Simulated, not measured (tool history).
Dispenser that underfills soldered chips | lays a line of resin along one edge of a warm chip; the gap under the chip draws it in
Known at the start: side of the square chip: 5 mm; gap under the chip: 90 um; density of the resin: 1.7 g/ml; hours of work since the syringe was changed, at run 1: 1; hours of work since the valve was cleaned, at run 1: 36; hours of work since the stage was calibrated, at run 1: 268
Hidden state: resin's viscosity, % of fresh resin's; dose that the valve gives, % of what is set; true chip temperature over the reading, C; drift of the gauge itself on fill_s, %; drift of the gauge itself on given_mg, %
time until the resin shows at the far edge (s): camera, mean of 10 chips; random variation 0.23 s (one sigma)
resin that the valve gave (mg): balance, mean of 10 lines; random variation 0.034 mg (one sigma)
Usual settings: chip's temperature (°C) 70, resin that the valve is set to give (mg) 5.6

run	hour	chip's temperature (°C)	resin that the valve is set to give (mg)	hours of work since the syringe was changed	hours of work since the valve was cleaned	hours of work since the stage was calibrated	time until the resin shows at the far edge (s)	resin that the valve gave (mg)
1	0	70	5.6	1	36	268	4.5	5.5
2	12	70	5.6	8	44	275	6.9	5.37
# hour 13.1: new syringe of resin
3	20.9	70	5.6	5	49	280	6.1	5.38
# hour 27.7: new syringe of resin
4	31.3	70	5.6	2	55	286	5.2	5.35
5	37.4	56	5.6	6	59	290	13.2	5.27
# hour 42.4: new syringe of resin
6	50.8	70	5.6	5	67	298	5.7	5.22
# hour 57: new syringe of resin
7	62.4	70	5.6	3	74	305	5.3	5.27
# hour 71.4: new syringe of resin
8	76.4	70	5.6	3	82	313	5.2	5.24
# hour 86.1: new syringe of resin
9	89.5	70	5.6	2	90	321	5.3	5.2
10	98.8	70	5.6	8	96	327	7.3	5.03
# hour 100.4: new syringe of resin
11	109.1	70	5.6	5	102	333	6.2	5.03
# hour 113.8: dispensing valve cleaned and set on the balance
# hour 115.9: new syringe of resin
12	116.5	70	5.6	0	1	337	3.7	5.57
13	127.9	70	5.6	7	8	344	6.9	5.57
# hour 130.2: new syringe of resin
14	136.3	70	6.31	4	13	349	5.5	6.21
# hour 144.8: new syringe of resin
15	147	70	6.59	1	20	355	4.7	6.44
# hour 159.2: new syringe of resin
16	160.1	70	6.59	1	28	363	4.4	6.41
17	168.6	56	5.6	6	33	368	12.8	5.46
# hour 173.7: new syringe of resin
18	182.1	62	5.67	5	41	376	8.6	5.5
# hour 188.2: new syringe of resin
19	194.1	62	5.67	4	48	383	8.1	5.41
# hour 202.2: new syringe of resin
20	203.6	62	5.67	1	54	389	6.5	5.39
21	215.4	62	5.67	8	61	396	10.2	5.27
# hour 216.6: new syringe of resin
22	230.3	67	6.07	8	70	405	8.1	5.71
# hour 231.6: new syringe of resin
23	242.5	70	5.12	7	77	412	6.7	4.75
# hour 246.5: new syringe of resin
24	254.1	84	6.3	5	84	419	3.1	5.74
# hour 261.5: new syringe of resin
25	265.8	62	6.01	3	91	426	7.9	5.43
# hour 276.3: new syringe of resin
26	280.6	73	4.98	3	100	435	4.4	4.46
# hour 288.9: dispensing valve cleaned and set on the balance
27	289.6	66	6.98	7	0	440	7.9	6.92
# hour 292.2: new syringe of resin
28	304.3	80	5.38	7	9	449	4.2	5.32
# hour 306.8: new syringe of resin
29	317.7	80	5.38	7	17	457	3.9	5.28
# hour 321.4: new syringe of resin
30	328.3	57	5.84	4	24	463	10.4	5.71
# hour 335.5: new syringe of resin
31	337.7	79	5.86	1	29	469	3.5	5.72
32	347.2	79	5.86	7	35	474	4.3	5.66
# hour 349.5: new syringe of resin
33	361.9	79	5.86	8	44	483	4.2	5.63
# hour 364: new syringe of resin
34	373.8	79	5.86	6	51	490	3.6	5.53

Forecast each of these 5 alternatives for the next run:
# hour 378.1: new syringe of resin
A	386.1	69	5.6	5	58	498	?	?
# hour 378.1: new syringe of resin
B	386.1	55	5.88	5	58	498	?	?
# hour 378.1: new syringe of resin
C	386.1	77	5.19	5	58	498	?	?
# hour 378.1: new syringe of resin
D	386.1	79	5.37	5	58	498	?	?
# hour 378.1: new syringe of resin
E	386.1	68	6.14	5	58	498	?	?

run	time until the resin shows at the far edge (s)	resin that the valve gave (mg)
A	6.3	5.29
B	12.8	5.62
C	4.2	4.92
D	3.6	5.07
E	6.3	5.78
Without the tool's hidden state the same runs would have given:
run	time until the resin shows at the far edge (s)	resin that the valve gave (mg)
A	5.4	5.59
B	11	5.93
C	3.6	5.2
D	3	5.35
E	5.4	6.11
